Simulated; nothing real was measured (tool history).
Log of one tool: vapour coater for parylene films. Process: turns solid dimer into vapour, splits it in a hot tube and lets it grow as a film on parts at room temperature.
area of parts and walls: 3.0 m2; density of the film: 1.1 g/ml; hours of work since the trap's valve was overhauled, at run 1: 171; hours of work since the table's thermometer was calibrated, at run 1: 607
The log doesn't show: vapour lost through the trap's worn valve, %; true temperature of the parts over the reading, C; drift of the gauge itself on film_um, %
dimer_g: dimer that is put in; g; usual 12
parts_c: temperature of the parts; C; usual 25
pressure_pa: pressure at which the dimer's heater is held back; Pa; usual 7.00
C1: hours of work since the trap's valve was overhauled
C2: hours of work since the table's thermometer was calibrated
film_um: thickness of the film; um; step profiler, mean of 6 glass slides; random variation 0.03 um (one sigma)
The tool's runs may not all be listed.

{"run": 1, "hour": 0.0, "dimer_g": 12, "parts_c": 25, "pressure_pa": 7.0, "C1": 171, "C2": 607, "film_um": 2.57}
{"run": 2, "hour": 27.9, "dimer_g": 12, "parts_c": 25, "pressure_pa": 7.0, "C1": 193, "C2": 629, "film_um": 2.57}
{"run": 3, "hour": 55.9, "dimer_g": 19, "parts_c": 25, "pressure_pa": 7.0, "C1": 215, "C2": 651, "film_um": 4.0}
{"hour": 64.8, "done": "trap's valve overhauled"}
{"run": 4, "hour": 106.4, "dimer_g": 19, "parts_c": 25, "pressure_pa": 7.0, "C1": 32, "C2": 687, "film_um": 3.97}
{"run": 5, "hour": 148.4, "dimer_g": 5, "parts_c": 25, "pressure_pa": 7.0, "C1": 65, "C2": 720, "film_um": 1.02}
{"run": 6, "hour": 188.6, "dimer_g": 5, "parts_c": 26, "pressure_pa": 7.0, "C1": 97, "C2": 751, "film_um": 0.97}
{"run": 7, "hour": 248.1, "dimer_g": 5, "parts_c": 26, "pressure_pa": 7.0, "C1": 143, "C2": 798, "film_um": 0.97}
{"run": 8, "hour": 295.3, "dimer_g": 5, "parts_c": 26, "pressure_pa": 7.0, "C1": 180, "C2": 834, "film_um": 0.98}
{"run": 9, "hour": 332.3, "dimer_g": 5, "parts_c": 26, "pressure_pa": 7.0, "C1": 209, "C2": 863, "film_um": 0.94}
{"hour": 351.9, "done": "trap's valve overhauled"}
{"hour": 361.4, "done": "trap's valve overhauled, once more"}
{"run": 10, "hour": 386.7, "dimer_g": 16, "parts_c": 36, "pressure_pa": 7.0, "C1": 20, "C2": 899, "film_um": 2.68}
{"run": 11, "hour": 442.8, "dimer_g": 6, "parts_c": 34, "pressure_pa": 6.13, "C1": 63, "C2": 943, "film_um": 1.05}
{"run": 12, "hour": 498.7, "dimer_g": 6, "parts_c": 34, "pressure_pa": 6.13, "C1": 107, "C2": 987, "film_um": 1.05}
{"run": 13, "hour": 538.4, "dimer_g": 14, "parts_c": 25, "pressure_pa": 7.01, "C1": 138, "C2": 1018, "film_um": 3.0}
{"run": 14, "hour": 582.8, "dimer_g": 5, "parts_c": 25, "pressure_pa": 8.74, "C1": 173, "C2": 1052, "film_um": 1.04}
{"hour": 648.0, "done": "trap's valve overhauled"}
{"run": 15, "hour": 649.9, "dimer_g": 5, "parts_c": 25, "pressure_pa": 8.74, "C1": 1, "C2": 1102, "film_um": 1.08}
{"run": 16, "hour": 683.8, "dimer_g": 13, "parts_c": 17, "pressure_pa": 2.13, "C1": 28, "C2": 1128, "film_um": 3.9}
{"run": 17, "hour": 725.1, "dimer_g": 13, "parts_c": 17, "pressure_pa": 2.13, "C1": 60, "C2": 1160, "film_um": 3.79}

Hidden state or all else? Some run-to-run changes of film_um, split into what the settings, what came in and random variation would give without the hidden state, and what is left for the hidden state (with any gauge scatter that isn't in both results):
Run 4 -> 5: dimer_g 19 -> 5. film_um -2.95 um: hidden state +0.28, all else -3.23.

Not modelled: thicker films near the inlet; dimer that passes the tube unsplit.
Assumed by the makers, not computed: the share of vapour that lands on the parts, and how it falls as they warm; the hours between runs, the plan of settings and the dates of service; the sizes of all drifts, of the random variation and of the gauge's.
